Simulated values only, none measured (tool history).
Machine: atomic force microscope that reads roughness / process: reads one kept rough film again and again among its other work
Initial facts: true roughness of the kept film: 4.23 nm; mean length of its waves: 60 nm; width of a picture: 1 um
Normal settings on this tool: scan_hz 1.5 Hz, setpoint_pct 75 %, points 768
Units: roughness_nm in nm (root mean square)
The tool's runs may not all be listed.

run	hour	scan_hz	setpoint_pct	points	roughness_nm
1	0	1.5	75	768	3.841
# hour 26.8: new tip fitted
2	42.3	1.5	75	768	3.94
3	86.9	1.5	75	768	3.924
4	139.3	1.5	75	768	3.875
5	187.7	1.5	75	768	3.838
6	211.9	1.5	75	478	3.81
7	256.6	1.5	75	478	3.84
# hour 307.7: new tip fitted
8	307.7	1.5	75	478	3.957
9	345.5	1.5	69	768	3.972
10	388.9	3.62	75	768	3.691
11	426.4	3.62	75	768	3.658
12	460.6	1.5	83	768	3.806
13	507.8	1.5	75	365	3.826
14	546.1	1.63	75	768	3.81
# hour 585.3: new tip fitted
15	600.4	1.5	75	768	3.949
16	646.6	1.5	75	768	3.943
17	674.3	1.5	75	768	3.878
18	710.3	1.5	75	768	3.922
19	744.7	3.46	69	768	3.759
20	773	3.46	69	768	3.794
21	815.6	0.75	60	727	3.939
22	850.9	3.98	81	768	3.414
# hour 865.1: new tip fitted
23	885	3.98	81	294	3.52
24	913.5	3.98	81	294	3.466
25	935.7	2.14	86	258	3.641
26	965.1	1.5	73	768	3.874
27	989.5	1.5	73	768	3.873
28	1026.2	1.5	73	768	3.887
29	1076.2	1.5	73	768	3.821
30	1122.2	0.75	79	342	3.858
# hour 1142.3: new tip fitted
31	1162.2	1.07	86	342	3.915
32	1187.1	1.07	86	342	3.884
33	1220.1	1.07	86	342	3.885
34	1245.6	1.07	86	718	3.864
35	1290.4	2.21	75	272	3.751
36	1325.3	2.21	75	272	3.756

Some steps in roughness_nm, run to run, broken into two amounts with sign: the step expected even without the hidden condition (settings, incoming material, random variation), and the rest, left for the hidden condition together with whatever gauge scatter is not in both the measured and the hidden-condition-free result:
Unlogged tool condition in this case: radius of the tip, nm; height scale over the true one, %; drift of the gauge itself on roughness_nm, %.
Run 1 -> 2: new tip fitted. roughness_nm +0.099 nm (root mean square): hidden state +0.126, all else -0.027.
Run 7 -> 8: new tip fitted. roughness_nm +0.117 nm (root mean square): hidden state +0.126, all else -0.009.
Run 9 -> 10: scan_hz 1.5 -> 3.62, setpoint_pct 69 -> 75. roughness_nm -0.281 nm (root mean square): hidden state -0.02, all else -0.261.
Run 21 -> 22: scan_hz 0.75 -> 3.98, setpoint_pct 60 -> 81, points 727 -> 768. roughness_nm -0.525 nm (root mean square): hidden state +0.001, all else -0.526.
Run 25 -> 26: scan_hz 2.14 -> 1.5, setpoint_pct 86 -> 73, points 258 -> 768. roughness_nm +0.233 nm (root mean square): hidden state -0.02, all else +0.253.
Run 30 -> 31: scan_hz 0.75 -> 1.07, setpoint_pct 79 -> 86, new tip fitted. roughness_nm +0.057 nm (root mean square): hidden state +0.15, all else -0.093.

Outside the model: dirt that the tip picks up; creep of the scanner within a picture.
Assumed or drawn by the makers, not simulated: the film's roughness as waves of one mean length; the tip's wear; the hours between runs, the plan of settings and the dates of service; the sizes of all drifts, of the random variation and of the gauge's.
